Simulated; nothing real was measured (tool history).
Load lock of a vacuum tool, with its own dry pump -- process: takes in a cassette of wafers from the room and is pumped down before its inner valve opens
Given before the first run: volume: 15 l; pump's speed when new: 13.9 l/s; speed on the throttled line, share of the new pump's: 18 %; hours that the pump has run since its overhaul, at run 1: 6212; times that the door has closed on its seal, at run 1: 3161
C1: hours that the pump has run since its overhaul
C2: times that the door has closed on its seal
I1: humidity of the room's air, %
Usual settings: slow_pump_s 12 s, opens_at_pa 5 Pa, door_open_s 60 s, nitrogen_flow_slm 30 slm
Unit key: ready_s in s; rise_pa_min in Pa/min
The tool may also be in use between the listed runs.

run 1 hour=0.0 | slow_pump_s=12 opens_at_pa=5 door_open_s=60 nitrogen_flow_slm=30 | C1=6212 C2=3161 | I1=45.9 | ready_s=20.7 rise_pa_min=0.025
run 2 hour=381.0 | slow_pump_s=12 opens_at_pa=5 door_open_s=60 nitrogen_flow_slm=35 | C1=6593 C2=4028 | I1=47.4 | ready_s=20.7 rise_pa_min=0.022
run 3 hour=704.7 | slow_pump_s=12 opens_at_pa=5 door_open_s=89 nitrogen_flow_slm=30 | C1=6917 C2=4765 | I1=44.6 | ready_s=20.8 rise_pa_min=0.031
run 4 hour=1165.7 | slow_pump_s=12 opens_at_pa=5 door_open_s=60 nitrogen_flow_slm=30 | C1=7378 C2=5813 | I1=47.3 | ready_s=20.4 rise_pa_min=0.030
run 5 hour=1551.2 | slow_pump_s=12 opens_at_pa=5 door_open_s=60 nitrogen_flow_slm=30 | C1=7763 C2=6691 | I1=44.5 | ready_s=20.4 rise_pa_min=0.028
run 6 hour=2069.6 | slow_pump_s=12 opens_at_pa=5 door_open_s=60 nitrogen_flow_slm=30 | C1=8282 C2=7870 | I1=43.6 | ready_s=20.0 rise_pa_min=0.025
run 7 hour=2411.2 | slow_pump_s=12 opens_at_pa=5 door_open_s=60 nitrogen_flow_slm=30 | C1=8623 C2=8648 | I1=46.3 | ready_s=20.7 rise_pa_min=0.028
run 8 hour=2724.4 | slow_pump_s=12 opens_at_pa=5 door_open_s=60 nitrogen_flow_slm=29 | C1=8937 C2=9360 | I1=42.3 | ready_s=20.8 rise_pa_min=0.025
run 9 hour=2975.8 | slow_pump_s=12 opens_at_pa=5 door_open_s=60 nitrogen_flow_slm=30 | C1=9188 C2=9932 | I1=43.0 | ready_s=20.6 rise_pa_min=0.022
run 10 hour=3220.4 | slow_pump_s=12 opens_at_pa=5 door_open_s=60 nitrogen_flow_slm=30 | C1=9433 C2=10489 | I1=41.9 | ready_s=20.8 rise_pa_min=0.022
run 11 hour=3690.6 | slow_pump_s=12 opens_at_pa=5 door_open_s=136 nitrogen_flow_slm=30 | C1=9903 C2=11558 | I1=46.2 | ready_s=20.2 rise_pa_min=0.038
run 12 hour=4163.4 | slow_pump_s=12 opens_at_pa=5 door_open_s=136 nitrogen_flow_slm=30 | C1=10376 C2=12634 | I1=41.9 | ready_s=20.7 rise_pa_min=0.034
-- hour=4522.3 dry pump taken out, an overhauled one fitted
run 13 hour=4686.1 | slow_pump_s=12 opens_at_pa=5 door_open_s=136 nitrogen_flow_slm=30 | C1=164 C2=13810 | I1=46.1 | ready_s=20.1 rise_pa_min=0.031
run 14 hour=5127.7 | slow_pump_s=14 opens_at_pa=6 door_open_s=200 nitrogen_flow_slm=30 | C1=605 C2=14814 | I1=49.2 | ready_s=22.2 rise_pa_min=0.042
run 15 hour=5549.9 | slow_pump_s=14 opens_at_pa=6 door_open_s=200 nitrogen_flow_slm=30 | C1=1028 C2=15775 | I1=42.2 | ready_s=21.4 rise_pa_min=0.038
run 16 hour=5917.9 | slow_pump_s=21 opens_at_pa=7 door_open_s=60 nitrogen_flow_slm=30 | C1=1396 C2=16612 | I1=46.9 | ready_s=27.5 rise_pa_min=0.028
run 17 hour=6307.0 | slow_pump_s=15 opens_at_pa=7 door_open_s=60 nitrogen_flow_slm=25 | C1=1785 C2=17498 | I1=43.5 | ready_s=22.7 rise_pa_min=0.024
run 18 hour=6637.0 | slow_pump_s=12 opens_at_pa=9 door_open_s=203 nitrogen_flow_slm=30 | C1=2115 C2=18248 | I1=45.3 | ready_s=20.8 rise_pa_min=0.047
run 19 hour=6985.2 | slow_pump_s=7 opens_at_pa=10 door_open_s=54 nitrogen_flow_slm=29 | C1=2463 C2=19041 | I1=45.7 | ready_s=15.6 rise_pa_min=0.027
run 20 hour=7443.4 | slow_pump_s=7 opens_at_pa=10 door_open_s=54 nitrogen_flow_slm=29 | C1=2921 C2=20083 | I1=49.3 | ready_s=15.0 rise_pa_min=0.033
run 21 hour=7701.8 | slow_pump_s=13 opens_at_pa=5 door_open_s=235 nitrogen_flow_slm=30 | C1=3180 C2=20671 | I1=47.0 | ready_s=22.0 rise_pa_min=0.043

4 options for the next run, each taken on its own from the tool as it stands now. Forecast them:
run A hour=8286.2 | slow_pump_s=13 opens_at_pa=5 door_open_s=235 nitrogen_flow_slm=20 | C1=3764 C2=22001 | I1=44.5 | ready_s=? rise_pa_min=?
run B hour=8286.2 | slow_pump_s=6 opens_at_pa=5 door_open_s=60 nitrogen_flow_slm=6 | C1=3764 C2=22001 | I1=42.0 | ready_s=? rise_pa_min=?
run C hour=8286.2 | slow_pump_s=13 opens_at_pa=9 door_open_s=161 nitrogen_flow_slm=29 | C1=3764 C2=22001 | I1=43.4 | ready_s=? rise_pa_min=?
run D hour=8286.2 | slow_pump_s=8 opens_at_pa=5 door_open_s=60 nitrogen_flow_slm=23 | C1=3764 C2=22001 | I1=44.5 | ready_s=? rise_pa_min=?

run=A ready_s=21.7 rise_pa_min=0.050
run=B ready_s=15.8 rise_pa_min=0.058
run=C ready_s=20.9 rise_pa_min=0.035
run=D ready_s=17.8 rise_pa_min=0.030
What these runs would have given with no unlogged condition in the tool:
run=A ready_s=21.7 rise_pa_min=0.050
run=B ready_s=15.8 rise_pa_min=0.057
run=C ready_s=20.9 rise_pa_min=0.035
run=D ready_s=17.8 rise_pa_min=0.030
